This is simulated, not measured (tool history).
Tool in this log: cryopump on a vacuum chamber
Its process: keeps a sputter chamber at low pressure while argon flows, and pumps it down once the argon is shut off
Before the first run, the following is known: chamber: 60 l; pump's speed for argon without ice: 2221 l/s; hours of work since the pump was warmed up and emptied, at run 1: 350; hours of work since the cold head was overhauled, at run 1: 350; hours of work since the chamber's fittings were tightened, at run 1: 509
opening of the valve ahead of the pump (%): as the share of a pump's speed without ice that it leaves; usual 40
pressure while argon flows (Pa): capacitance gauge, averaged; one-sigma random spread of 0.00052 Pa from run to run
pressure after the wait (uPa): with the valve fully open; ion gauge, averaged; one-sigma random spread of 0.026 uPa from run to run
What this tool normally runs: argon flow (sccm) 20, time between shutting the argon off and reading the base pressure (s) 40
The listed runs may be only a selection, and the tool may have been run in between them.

run   hour  argon flow (sccm)  time between shutting the argon off and reading the base pressure (s)  opening of the valve ahead of the pump (%)  hours of work since the pump was warmed up and emptied  hours of work since the cold head was overhauled  hours of work since the chamber's fittings were tightened  pressure while argon flows (Pa)  pressure after the wait (uPa)
  1      0                 20                                                                     40                                          40                                                     350                                               350                                                        509                           0.0412                           1.86
  2   17.9                  9                                                                     40                                          40                                                     358                                               358                                                        517                           0.0184                           1.93
  3   37.4                 20                                                                     40                                          40                                                     367                                               367                                                        526                           0.0412                           1.95
  4   46.4                 20                                                                     40                                          40                                                     372                                               372                                                        531                           0.0417                           1.96
  5   55.7                 20                                                                    184                                          40                                                     376                                               376                                                        535                           0.0409                           1.18
  6   65.9                 20                                                                    184                                          40                                                     380                                               380                                                        540                           0.0407                           1.14
  7   79.1                 20                                                                    184                                          40                                                     387                                               387                                                        546                           0.0424                           1.14
  8   97.9                 20                                                                    184                                          40                                                     395                                               395                                                        554                            0.042                           1.18
  9  115.2                 20                                                                    184                                          40                                                     403                                               403                                                        562                           0.0425                            1.2
 10  123.5                 20                                                                     40                                          40                                                     407                                               407                                                        566                           0.0421                           1.98
 11  134.9                 31                                                                     40                                          40                                                     412                                               412                                                        571                           0.0659                              2
 12  144.5                 36                                                                     80                                          31                                                     417                                               417                                                        576                           0.0956                           1.46
 13  162.9                  9                                                                     31                                          59                                                     425                                               425                                                        584                           0.0138                           2.37
 14  179.6                  9                                                                    210                                          59                                                     433                                               433                                                        592                           0.0134                           1.24
 15    191                  9                                                                    210                                          59                                                     438                                               438                                                        597                           0.0133                           1.23
 16  202.8                 12                                                                    210                                          38                                                     443                                               443                                                        602                           0.0264                           1.22
 17  210.8                 23                                                                     83                                          33                                                     447                                               447                                                        606                           0.0597                           1.53
 18  225.4                 28                                                                     82                                          30                                                     454                                               454                                                        613                           0.0778                            1.6
 19  237.5                 28                                                                     82                                          30                                                     459                                               459                                                        618                           0.0776                           1.49
 20  256.2                  8                                                                     29                                          16                                                     468                                               468                                                        627                           0.0393                           2.48
 21  267.5                 33                                                                     85                                          20                                                     473                                               473                                                        632                           0.1348                           1.52
 22  285.5                 33                                                                     85                                          20                                                     481                                               481                                                        641                           0.1341                           1.62

5 options for the next run, each taken on its own from the tool as it stands now. Forecast them:
  A  301.2                 28                                                                     40                                          40                                                     489                                               489                                                        648                                ?                              ?
  B  301.2                 17                                                                    103                                          26                                                     489                                               489                                                        648                                ?                              ?
  C  301.2                 33                                                                     67                                          20                                                     489                                               489                                                        648                                ?                              ?
  D  301.2                 38                                                                    286                                          35                                                     489                                               489                                                        648                                ?                              ?
  E  301.2                 20                                                                    253                                          45                                                     489                                               489                                                        648                                ?                              ?

run  pressure while argon flows (Pa)  pressure after the wait (uPa)
  A                           0.0605                           2.24
  B                           0.0543                           1.52
  C                           0.1349                           1.72
  D                           0.0918                           1.34
  E                           0.0394                           1.34
Take away the tool's hidden state, keep each run's random variation, and the runs would have read:
run  pressure while argon flows (Pa)  pressure after the wait (uPa)
  A                           0.0531                            1.2
  B                           0.0498                           0.52
  C                           0.1262                           0.72
  D                           0.0818                           0.31
  E                           0.0341                           0.32
